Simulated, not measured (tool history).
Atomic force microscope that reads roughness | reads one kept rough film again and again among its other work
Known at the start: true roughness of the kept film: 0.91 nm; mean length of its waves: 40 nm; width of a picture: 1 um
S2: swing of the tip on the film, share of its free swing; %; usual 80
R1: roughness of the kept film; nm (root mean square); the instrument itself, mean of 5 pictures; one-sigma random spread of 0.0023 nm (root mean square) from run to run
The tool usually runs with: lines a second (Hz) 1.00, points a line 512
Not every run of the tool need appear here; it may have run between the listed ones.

run 1 day=0.000 | lines_a_second_(Hz)=1.00 S2=80 points_a_line=512 | R1=0.855
run 2 day=1.900 | lines_a_second_(Hz)=1.00 S2=80 points_a_line=512 | R1=0.849
-- day=3.338 new tip fitted
run 3 day=3.788 | lines_a_second_(Hz)=1.00 S2=80 points_a_line=512 | R1=0.859
run 4 day=4.792 | lines_a_second_(Hz)=1.00 S2=80 points_a_line=512 | R1=0.853
run 5 day=6.333 | lines_a_second_(Hz)=1.00 S2=68 points_a_line=512 | R1=0.860
-- day=7.083 new tip fitted
run 6 day=7.512 | lines_a_second_(Hz)=1.00 S2=79 points_a_line=512 | R1=0.857
run 7 day=9.388 | lines_a_second_(Hz)=0.55 S2=59 points_a_line=263 | R1=0.873
-- day=10.838 new tip fitted
run 8 day=10.975 | lines_a_second_(Hz)=0.64 S2=75 points_a_line=576 | R1=0.873
run 9 day=12.233 | lines_a_second_(Hz)=1.71 S2=57 points_a_line=303 | R1=0.867
run 10 day=13.783 | lines_a_second_(Hz)=3.85 S2=71 points_a_line=303 | R1=0.798
-- day=14.642 new tip fitted
run 11 day=15.254 | lines_a_second_(Hz)=3.85 S2=71 points_a_line=303 | R1=0.809

Table of differences, measured result less the result of that run with no hidden state. Run-to-run variation is the same in both. Gauge scatter possibly is not:
Unlogged tool condition in this case: radius of the tip, nm; height scale over the true one, %; drift of the gauge itself on roughness_nm, %.
run=1 R1=-0.007
run=2 R1=-0.015
run=3 R1=-0.006
run=4 R1=-0.012
run=5 R1=-0.020
run=6 R1=-0.008
run=7 R1=-0.018
run=8 R1=-0.006
run=9 R1=-0.013
run=10 R1=-0.019
run=11 R1=-0.007
